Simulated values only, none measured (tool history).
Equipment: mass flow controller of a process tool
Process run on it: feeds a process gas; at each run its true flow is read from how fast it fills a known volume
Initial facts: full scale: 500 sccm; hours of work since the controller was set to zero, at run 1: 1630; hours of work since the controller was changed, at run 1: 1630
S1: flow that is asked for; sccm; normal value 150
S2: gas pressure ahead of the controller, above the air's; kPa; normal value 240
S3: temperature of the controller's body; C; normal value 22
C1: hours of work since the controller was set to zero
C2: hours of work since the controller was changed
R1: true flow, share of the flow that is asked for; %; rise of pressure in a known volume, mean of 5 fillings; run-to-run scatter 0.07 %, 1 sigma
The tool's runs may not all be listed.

run 1 hour=0 | S1=150 S2=240 S3=22 | C1=1630 C2=1630 | R1=98.31
run 2 hour=373.2 | S1=150 S2=240 S3=29 | C1=1811 C2=1811 | R1=97.54
run 3 hour=754.7 | S1=150 S2=240 S3=22 | C1=1995 C2=1995 | R1=97.7
run 4 hour=1033.7 | S1=150 S2=240 S3=23 | C1=2130 C2=2130 | R1=97.54
run 5 hour=1332.5 | S1=150 S2=243 S3=22 | C1=2275 C2=2275 | R1=97.24
run 6 hour=1726.7 | S1=150 S2=243 S3=22 | C1=2465 C2=2465 | R1=97.02
run 7 hour=2110.9 | S1=150 S2=243 S3=22 | C1=2651 C2=2651 | R1=96.61
run 8 hour=2323.4 | S1=150 S2=243 S3=22 | C1=2754 C2=2754 | R1=96.59
run 9 hour=2484.1 | S1=150 S2=240 S3=22 | C1=2831 C2=2831 | R1=96.4
run 10 hour=2712.6 | S1=150 S2=187 S3=22 | C1=2942 C2=2942 | R1=96.11
run 11 hour=3087.2 | S1=150 S2=240 S3=22 | C1=3123 C2=3123 | R1=95.99
-- hour=3250.9 gauge calibrated
run 12 hour=3258.8 | S1=150 S2=240 S3=22 | C1=3206 C2=3206 | R1=98.38
run 13 hour=3592.2 | S1=150 S2=230 S3=22 | C1=3367 C2=3367 | R1=97.96
run 14 hour=3771.5 | S1=150 S2=240 S3=37 | C1=3454 C2=3454 | R1=96.58
run 15 hour=4072.2 | S1=150 S2=240 S3=37 | C1=3599 C2=3599 | R1=96.45
run 16 hour=4440.9 | S1=57 S2=240 S3=25 | C1=3778 C2=3778 | R1=96.59
run 17 hour=4727.9 | S1=57 S2=240 S3=25 | C1=3916 C2=3916 | R1=96.36
run 18 hour=4934.2 | S1=57 S2=240 S3=25 | C1=4016 C2=4016 | R1=96.37
run 19 hour=5293 | S1=115 S2=197 S3=33 | C1=4190 C2=4190 | R1=95.4
run 20 hour=5482.4 | S1=102 S2=197 S3=26 | C1=4281 C2=4281 | R1=95.75
run 21 hour=5672.5 | S1=163 S2=248 S3=39 | C1=4373 C2=4373 | R1=95.1
run 22 hour=5849.1 | S1=77 S2=256 S3=22 | C1=4459 C2=4459 | R1=96.01
run 23 hour=6158.8 | S1=77 S2=256 S3=22 | C1=4608 C2=4608 | R1=95.7
run 24 hour=6356.1 | S1=238 S2=151 S3=21 | C1=4704 C2=4704 | R1=96.19
run 25 hour=6636.9 | S1=238 S2=151 S3=21 | C1=4839 C2=4839 | R1=95.95
run 26 hour=6870.5 | S1=403 S2=254 S3=22 | C1=4952 C2=4952 | R1=97.08
-- hour=7173.4 gauge calibrated
run 27 hour=7242.1 | S1=179 S2=159 S3=26 | C1=5132 C2=5132 | R1=97.9
run 28 hour=7440.3 | S1=150 S2=160 S3=38 | C1=5228 C2=5228 | R1=96.33
run 29 hour=7682.5 | S1=150 S2=160 S3=38 | C1=5345 C2=5345 | R1=96.36

Some steps in R1, run to run, broken into two amounts with sign: the step expected even without the hidden condition (settings, incoming material, random variation), and the rest, left for the hidden condition together with whatever gauge scatter is not in both the measured and the hidden-condition-free result:
The hidden state here: flow at rest that the sensor doesn't see, % of full scale; true flow over the shown one, %; drift of the gauge itself on true_pct, %.
Run 11 -> 12: gauge calibrated. R1 +2.39 %: hidden state +2.42, all else -0.03.
Run 26 -> 27: S1 403 -> 179, S2 254 -> 159, S3 22 -> 26, gauge calibrated. R1 +0.82 %: hidden state +2.84, all else -2.02.
Run 27 -> 28: S1 179 -> 150, S2 159 -> 160, S3 26 -> 38. R1 -1.57 %: hidden state -0.15, all else -1.42.
